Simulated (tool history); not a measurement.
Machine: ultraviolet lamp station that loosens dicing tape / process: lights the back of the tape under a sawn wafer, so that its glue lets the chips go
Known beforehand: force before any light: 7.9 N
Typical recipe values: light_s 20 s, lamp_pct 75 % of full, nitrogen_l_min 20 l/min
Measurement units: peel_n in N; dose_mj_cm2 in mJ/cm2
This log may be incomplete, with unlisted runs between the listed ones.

run 1 day=0 | light_s=20 lamp_pct=75 nitrogen_l_min=20 | peel_n=0.811 dose_mj_cm2=507
run 2 day=0.588 | light_s=20 lamp_pct=75 nitrogen_l_min=9 | peel_n=1.329 dose_mj_cm2=498
run 3 day=1.325 | light_s=20 lamp_pct=75 nitrogen_l_min=21 | peel_n=0.823 dose_mj_cm2=487
run 4 day=1.883 | light_s=20 lamp_pct=91 nitrogen_l_min=21 | peel_n=0.57 dose_mj_cm2=592
run 5 day=2.583 | light_s=20 lamp_pct=91 nitrogen_l_min=21 | peel_n=0.572 dose_mj_cm2=583
run 6 day=3.608 | light_s=20 lamp_pct=91 nitrogen_l_min=21 | peel_n=0.593 dose_mj_cm2=582
run 7 day=4.35 | light_s=20 lamp_pct=91 nitrogen_l_min=21 | peel_n=0.589 dose_mj_cm2=576
run 8 day=4.821 | light_s=20 lamp_pct=91 nitrogen_l_min=21 | peel_n=0.607 dose_mj_cm2=576
run 9 day=5.438 | light_s=20 lamp_pct=65 nitrogen_l_min=21 | peel_n=1.189 dose_mj_cm2=405
run 10 day=6.371 | light_s=20 lamp_pct=75 nitrogen_l_min=20 | peel_n=0.948 dose_mj_cm2=460
run 11 day=6.925 | light_s=20 lamp_pct=75 nitrogen_l_min=20 | peel_n=1.012 dose_mj_cm2=462
run 12 day=7.842 | light_s=20 lamp_pct=75 nitrogen_l_min=20 | peel_n=0.979 dose_mj_cm2=454
run 13 day=8.296 | light_s=33 lamp_pct=75 nitrogen_l_min=19 | peel_n=0.369 dose_mj_cm2=745
run 14 day=8.929 | light_s=33 lamp_pct=90 nitrogen_l_min=19 | peel_n=0.264 dose_mj_cm2=881
-- day=9.671 window cleaned of glue's vapour
run 15 day=9.725 | light_s=33 lamp_pct=90 nitrogen_l_min=23 | peel_n=0.198 dose_mj_cm2=998
run 16 day=10.729 | light_s=18 lamp_pct=72 nitrogen_l_min=30 | peel_n=0.857 dose_mj_cm2=437
run 17 day=11.458 | light_s=18 lamp_pct=72 nitrogen_l_min=30 | peel_n=0.915 dose_mj_cm2=427

Run 18 is up next; what results do you expect?
run 18 day=11.933 | light_s=18 lamp_pct=72 nitrogen_l_min=30 | peel_n=? dose_mj_cm2=?

{"run 18": {"peel_n": 0.914, "dose_mj_cm2": 425}}
Take away the tool's hidden state, keep the run-to-run variation as it was, and the same run would have given peel_n 0.743 N, dose_mj_cm2 472 mJ/cm2.
